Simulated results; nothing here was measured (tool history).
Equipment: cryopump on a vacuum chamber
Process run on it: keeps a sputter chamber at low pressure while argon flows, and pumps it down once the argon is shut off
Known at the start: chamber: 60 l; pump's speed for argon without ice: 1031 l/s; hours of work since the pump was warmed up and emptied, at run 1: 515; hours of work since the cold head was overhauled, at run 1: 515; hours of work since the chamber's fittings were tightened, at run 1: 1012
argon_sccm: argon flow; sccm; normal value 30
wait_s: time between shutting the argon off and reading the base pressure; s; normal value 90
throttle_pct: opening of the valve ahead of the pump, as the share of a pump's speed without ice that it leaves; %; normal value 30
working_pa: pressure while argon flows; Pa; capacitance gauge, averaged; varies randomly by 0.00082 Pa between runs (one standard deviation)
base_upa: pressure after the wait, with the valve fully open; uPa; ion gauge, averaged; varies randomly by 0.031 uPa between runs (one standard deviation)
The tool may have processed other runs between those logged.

run,hour,argon_sccm,wait_s,throttle_pct,hours of work since the pump was warmed up and emptied,hours of work since the cold head was overhauled,hours of work since the chamber's fittings were tightened,working_pa,base_upa
1,0.0,30,90,30,515,515,1012,0.1755,4.44
# hour 6.0: leaking fittings of the chamber tightened, without venting
2,10.8,30,90,30,522,522,4,0.1754,1.69
3,29.1,30,90,30,537,537,19,0.1779,1.70
4,46.0,30,90,30,551,551,33,0.1762,1.73
5,56.8,30,276,30,560,560,42,0.1783,0.96
6,70.9,30,90,30,571,571,53,0.1774,1.85
7,78.7,30,90,30,578,578,60,0.1774,1.82
8,87.0,30,90,38,585,585,66,0.1445,1.87
9,98.7,30,90,44,594,594,76,0.1259,1.94
10,117.1,30,90,44,609,609,91,0.1262,1.93
11,128.0,54,90,30,618,618,100,0.3210,2.02
12,139.1,54,90,30,627,627,109,0.3219,2.01
13,152.2,54,90,30,638,638,120,0.3222,2.05
14,162.6,30,90,30,647,647,128,0.1805,2.07
15,176.0,30,90,30,658,658,139,0.1804,2.02
16,184.3,46,90,30,664,664,146,0.2752,2.14
17,203.5,46,28,30,680,680,162,0.2780,4.95
18,219.2,37,234,35,693,693,175,0.1955,1.43
19,238.5,30,90,18,709,709,191,0.2913,2.21
20,255.7,30,90,18,723,723,205,0.2917,2.39
21,267.6,14,85,39,733,733,214,0.0671,2.41
22,282.6,14,85,39,745,745,227,0.0670,2.50
23,294.0,60,66,34,754,754,236,0.3318,2.85
24,306.3,28,153,35,764,764,246,0.1492,1.94
25,324.6,15,128,19,779,779,261,0.1392,2.17
26,343.7,14,114,49,795,795,277,0.0560,2.37
27,362.2,25,40,49,810,810,292,0.1009,4.23
28,372.8,25,40,49,819,819,301,0.1016,4.28
29,381.8,30,235,23,826,826,308,0.2372,1.96
30,400.4,38,235,17,841,841,323,0.3929,1.96
31,409.4,22,35,53,849,849,331,0.0842,4.74
32,421.0,35,90,30,858,858,340,0.2188,2.92
33,438.3,22,180,50,872,872,354,0.0890,2.31

Below, some changes in working_pa between adjacent runs. For each, the amount present without the hidden state too (settings, incoming material, random variation) and the amount remaining for the hidden state with gauge scatter not shared by both compared results:
What the log doesn't record here: pump's speed, % of a pump's without ice; cold plate's temperature, K; leak into the chamber, uPa l/s; drift of the gauge itself on working_pa, %; drift of the gauge itself on base_upa, %.
Run 10 -> 11: argon_sccm 30 -> 54, throttle_pct 44 -> 30. working_pa +0.1948 Pa: hidden state +0.0121, all else +0.1827.
Run 20 -> 21: argon_sccm 30 -> 14, wait_s 90 -> 85, throttle_pct 18 -> 39. working_pa -0.2246 Pa: hidden state -0.0095, all else -0.2151.
Run 22 -> 23: argon_sccm 14 -> 60, wait_s 85 -> 66, throttle_pct 39 -> 34. working_pa +0.2648 Pa: hidden state +0.0300, all else +0.2348.
Run 23 -> 24: argon_sccm 60 -> 28, wait_s 66 -> 153, throttle_pct 34 -> 35. working_pa -0.1826 Pa: hidden state -0.0206, all else -0.1620.
Run 30 -> 31: argon_sccm 38 -> 22, wait_s 235 -> 35, throttle_pct 17 -> 53. working_pa -0.3087 Pa: hidden state -0.0115, all else -0.2972.

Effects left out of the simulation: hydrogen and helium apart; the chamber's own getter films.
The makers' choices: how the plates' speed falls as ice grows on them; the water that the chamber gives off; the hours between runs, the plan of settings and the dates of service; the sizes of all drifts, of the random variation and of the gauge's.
